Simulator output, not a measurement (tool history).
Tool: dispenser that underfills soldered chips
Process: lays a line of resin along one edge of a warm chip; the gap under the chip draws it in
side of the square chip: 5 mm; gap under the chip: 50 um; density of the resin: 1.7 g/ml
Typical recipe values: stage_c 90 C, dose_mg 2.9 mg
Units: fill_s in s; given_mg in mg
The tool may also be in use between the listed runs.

| run | hour | stage_c | dose_mg | fill_s | given_mg |
|---|---|---|---|---|---|
| 1 | 0 | 90 | 2.9 | 53.7 | 2.67 |
|  | 2.3 | new syringe of resin |
| 2 | 3.4 | 90 | 2.9 | 41 | 2.82 |
| 3 | 6.8 | 90 | 2.9 | 49.3 | 2.77 |
|  | 10.8 | new syringe of resin |
| 4 | 11.3 | 90 | 2.9 | 40.6 | 2.6 |
| 5 | 15.4 | 90 | 2.67 | 50.4 | 2.46 |
|  | 19.4 | new syringe of resin |
| 6 | 21.6 | 90 | 2.67 | 44.5 | 2.47 |
| 7 | 26.3 | 94 | 2.56 | 50.9 | 2.4 |
|  | 28 | new syringe of resin |
| 8 | 31.4 | 101 | 3.69 | 32.1 | 3.5 |
| 9 | 34.7 | 101 | 3.69 | 38 | 3.43 |
|  | 36.5 | new syringe of resin |
| 10 | 38.7 | 100 | 2.9 | 32.6 | 2.75 |
| 11 | 43.7 | 100 | 2.9 | 41.5 | 2.72 |
|  | 45.2 | new syringe of resin |
| 12 | 48.5 | 100 | 2.62 | 35 | 2.45 |

Each row is a separate what-if for the run after 12, all from the same tool condition, not one after another. Results?
| A | 52.5 | 81 | 3.27 | ? | ? |
| B | 52.5 | 93 | 3.17 | ? | ? |
| C | 52.5 | 82 | 2.71 | ? | ? |

| run | fill_s | given_mg |
|---|---|---|
| A | 73.1 | 2.91 |
| B | 48.8 | 2.84 |
| C | 73.9 | 2.49 |
Without the tool's unlogged condition, the same runs would have read:
| run | fill_s | given_mg |
|---|---|---|
| A | 49.5 | 3.18 |
| B | 32.9 | 3.1 |
| C | 49.1 | 2.71 |

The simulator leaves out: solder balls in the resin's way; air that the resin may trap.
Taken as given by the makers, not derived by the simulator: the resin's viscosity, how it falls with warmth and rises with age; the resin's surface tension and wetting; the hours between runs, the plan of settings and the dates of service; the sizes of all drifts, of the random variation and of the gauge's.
